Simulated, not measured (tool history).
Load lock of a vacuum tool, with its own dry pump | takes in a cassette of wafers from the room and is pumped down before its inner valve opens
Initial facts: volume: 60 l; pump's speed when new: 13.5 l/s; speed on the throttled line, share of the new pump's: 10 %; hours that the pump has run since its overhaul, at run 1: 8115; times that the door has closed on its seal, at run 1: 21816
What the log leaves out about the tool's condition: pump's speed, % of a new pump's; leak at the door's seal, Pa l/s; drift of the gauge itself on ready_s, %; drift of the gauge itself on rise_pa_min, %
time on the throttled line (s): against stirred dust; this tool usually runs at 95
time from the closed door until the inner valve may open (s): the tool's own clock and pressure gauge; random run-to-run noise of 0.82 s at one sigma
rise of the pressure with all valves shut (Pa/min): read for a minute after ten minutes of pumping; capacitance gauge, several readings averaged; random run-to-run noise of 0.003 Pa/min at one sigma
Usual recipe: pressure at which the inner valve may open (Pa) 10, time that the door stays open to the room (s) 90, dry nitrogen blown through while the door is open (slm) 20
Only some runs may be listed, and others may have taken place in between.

run	hour	time on the throttled line (s)	pressure at which the inner valve may open (Pa)	time that the door stays open to the room (s)	dry nitrogen blown through while the door is open (slm)	hours that the pump has run since its overhaul	times that the door has closed on its seal	incoming humidity of the room's air, %	time from the closed door until the inner valve may open (s)	rise of the pressure with all valves shut (Pa/min)
1	0.0	95	10	90	20	8115	21816	48.9	133.2	0.261
2	191.7	95	17	90	20	8307	22406	43.5	130.3	0.272
3	372.9	95	17	90	20	8488	22963	43.5	130.8	0.285
4	502.5	95	17	90	20	8618	23362	45.7	130.7	0.290
5	624.8	95	17	111	20	8740	23739	44.5	130.7	0.299
6	731.2	95	17	111	20	8846	24067	44.7	130.6	0.300
7	847.8	69	10	90	20	8963	24426	44.4	110.5	0.308
8	991.3	95	10	90	20	9106	24867	44.0	134.5	0.305
9	1076.8	76	10	169	23	9192	25131	43.8	116.9	0.327
10	1237.7	76	10	169	23	9353	25626	45.5	118.4	0.332
11	1372.9	52	10	52	20	9488	26042	46.2	94.2	0.318
12	1466.4	111	10	58	42	9581	26330	43.4	147.8	0.320
13	1643.1	95	18	112	11	9758	26874	44.9	130.5	0.362
14	1830.9	71	18	121	20	9946	27452	48.3	110.3	0.351

Expected results for the next run?
15	2030.2	93	19	36	9	10145	28066	44.3	?	?

Run 15 produced time from the closed door until the inner valve may open (s) 129.4, rise of the pressure with all valves shut (Pa/min) 0.361.
Without the tool's hidden state the same run would have given time from the closed door until the inner valve may open (s) 122.1, rise of the pressure with all valves shut (Pa/min) 0.037.
